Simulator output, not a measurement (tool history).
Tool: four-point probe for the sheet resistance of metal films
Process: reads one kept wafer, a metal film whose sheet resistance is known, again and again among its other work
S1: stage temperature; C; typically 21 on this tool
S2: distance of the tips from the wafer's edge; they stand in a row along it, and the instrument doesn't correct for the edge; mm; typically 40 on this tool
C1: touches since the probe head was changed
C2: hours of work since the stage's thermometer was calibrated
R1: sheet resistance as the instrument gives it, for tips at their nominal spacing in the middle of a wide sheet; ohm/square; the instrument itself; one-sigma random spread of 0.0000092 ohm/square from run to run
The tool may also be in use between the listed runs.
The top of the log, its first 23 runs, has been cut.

Run 24, hour 1020.2: usual settings but S2 5 mm; C1 22248; C2 1457. Result: R1 0.046596 ohm/square.
Run 25, hour 1065.2: usual settings but S2 5 mm; C1 22741; C2 1478. Result: R1 0.046614 ohm/square.
Run 26, hour 1101.8: usual settings but S2 3 mm; C1 23140; C2 1496. Result: R1 0.047287 ohm/square.
Run 27, hour 1141.6: usual settings but S1 25 C, S2 56 mm; C1 23575; C2 1515. Result: R1 0.046120 ohm/square.
Run 28, hour 1167.4: usual settings but S1 20 C, S2 11 mm; C1 23856; C2 1527. Result: R1 0.046311 ohm/square.
Run 29, hour 1226.4: usual settings but S1 20 C, S2 11 mm; C1 24501; C2 1555. Result: R1 0.046307 ohm/square.
Run 30, hour 1250.4: usual settings but S1 29 C, S2 11 mm; C1 24763; C2 1567. Result: R1 0.046114 ohm/square.
Run 31, hour 1281.0: usual settings but S2 6 mm; C1 25098; C2 1581. Result: R1 0.046501 ohm/square.
Run 32, hour 1329.4: usual settings but S2 6 mm; C1 25626; C2 1604. Result: R1 0.046478 ohm/square.
Run 33, hour 1355.4: usual settings but S2 6 mm; C1 25910; C2 1617. Result: R1 0.046477 ohm/square.
Run 34, hour 1387.4: usual settings but S2 6 mm; C1 26259; C2 1632. Result: R1 0.046486 ohm/square.
Run 35, hour 1428.4: usual settings but S1 26 C, S2 67 mm; C1 26707; C2 1651. Result: R1 0.046118 ohm/square.
Run 36, hour 1473.4: usual settings but S1 24 C, S2 12 mm; C1 27199; C2 1673. Result: R1 0.046211 ohm/square.
Run 37, hour 1497.8: usual settings but S2 25 mm; C1 27465; C2 1684. Result: R1 0.046229 ohm/square.
Run 38, hour 1526.4: usual settings but S1 18 C, S2 54 mm; C1 27777; C2 1698. Result: R1 0.046262 ohm/square.
Run 39, hour 1573.8: usual settings but S1 18 C, S2 9 mm; C1 28295; C2 1721. Result: R1 0.046411 ohm/square.
Run 40, hour 1600.7: usual settings but S1 20 C, S2 48 mm; C1 28589; C2 1733. Result: R1 0.046240 ohm/square.
At hour 1622.1: stage's thermometer calibrated.
Run 41, hour 1627.0: usual settings but S1 20 C, S2 48 mm; C1 28871; C2 2. Result: R1 0.046295 ohm/square.
Run 42, hour 1666.2: usual settings but S1 20 C, S2 48 mm; C1 29299; C2 21. Result: R1 0.046287 ohm/square.
Run 43, hour 1722.9: usual settings but S1 20 C, S2 48 mm; C1 29918; C2 48. Result: R1 0.046281 ohm/square.
Run 44, hour 1752.5: usual settings but S1 32 C; C1 30241; C2 62. Result: R1 0.046049 ohm/square.
Run 45, hour 1781.3: usual settings but S1 34 C, S2 5 mm; C1 30555; C2 76. Result: R1 0.046374 ohm/square.
Run 46, hour 1837.0: usual settings but S1 20 C, S2 38 mm; C1 31164; C2 102. Result: R1 0.046286 ohm/square.

Forecast each of these 3 alternatives for the next run:
Run A, hour 1876.2: usual settings but S1 24 C, S2 11 mm; C1 31591; C2 121. Result: R1 ?.
Run B, hour 1876.2: usual settings but S1 23 C, S2 38 mm; C1 31591; C2 121. Result: R1 ?.
Run C, hour 1876.2: usual settings but S1 20 C, S2 14 mm; C1 31591; C2 121. Result: R1 ?.

run        R1
  A  0.046279
  B  0.046221
  C  0.046319
With the hidden condition removed and each run's random variation left untouched, the same runs would have given:
run        R1
  A  0.046163
  B  0.046105
  C  0.046203
